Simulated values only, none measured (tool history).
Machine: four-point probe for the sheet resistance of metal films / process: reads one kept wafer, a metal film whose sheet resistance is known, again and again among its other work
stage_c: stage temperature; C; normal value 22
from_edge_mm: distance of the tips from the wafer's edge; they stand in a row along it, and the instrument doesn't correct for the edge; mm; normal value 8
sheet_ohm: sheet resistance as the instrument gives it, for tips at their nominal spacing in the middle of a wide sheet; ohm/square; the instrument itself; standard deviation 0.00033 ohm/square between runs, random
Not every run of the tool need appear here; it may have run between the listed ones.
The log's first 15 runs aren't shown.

| run | hour | stage_c | from_edge_mm | touches since the probe head was changed | hours of work since the stage's thermometer was calibrated | sheet_ohm |
|---|---|---|---|---|---|---|
| 16 | 267.6 | 24 | 8 | 22750 | 425 | 1.650860 |
| 17 | 282.4 | 24 | 8 | 23007 | 436 | 1.651819 |
| 18 | 307.2 | 24 | 8 | 23439 | 455 | 1.651114 |
| 19 | 322.0 | 27 | 72 | 23696 | 466 | 1.653437 |
| 20 | 340.9 | 22 | 20 | 24025 | 480 | 1.644479 |
| 21 | 357.0 | 19 | 7 | 24304 | 492 | 1.642283 |
| 22 | 373.9 | 25 | 6 | 24598 | 505 | 1.656709 |
| 23 | 386.3 | 34 | 50 | 24814 | 515 | 1.666130 |
| 24 | 412.0 | 26 | 7 | 25259 | 534 | 1.656524 |
| 25 | 436.6 | 26 | 54 | 25688 | 553 | 1.651592 |
| 26 | 449.3 | 35 | 64 | 25908 | 563 | 1.668949 |
| 27 | 465.6 | 35 | 64 | 26192 | 575 | 1.668246 |
| 28 | 491.1 | 26 | 8 | 26633 | 594 | 1.655002 |
| 29 | 503.1 | 27 | 67 | 26843 | 603 | 1.653664 |
| 30 | 522.7 | 24 | 18 | 27182 | 618 | 1.648441 |
| 31 | 545.2 | 28 | 18 | 27574 | 635 | 1.656322 |
| 32 | 557.1 | 24 | 5 | 27781 | 645 | 1.656850 |
| 33 | 578.9 | 24 | 5 | 28159 | 661 | 1.656890 |
| 34 | 600.1 | 22 | 31 | 28528 | 677 | 1.644530 |
| 35 | 617.2 | 22 | 31 | 28824 | 690 | 1.643888 |

3 options for the next run, each taken on its own from the tool as it stands now. Forecast them:
| A | 629.7 | 22 | 5 | 29043 | 700 | ? |
| B | 629.7 | 21 | 31 | 29043 | 700 | ? |
| C | 629.7 | 26 | 21 | 29043 | 700 | ? |

| run | sheet_ohm |
|---|---|
| A | 1.652719 |
| B | 1.642619 |
| C | 1.652057 |
Had the tool no hidden state, the same runs would have come out as:
| run | sheet_ohm |
|---|---|
| A | 1.650585 |
| B | 1.640494 |
| C | 1.649941 |
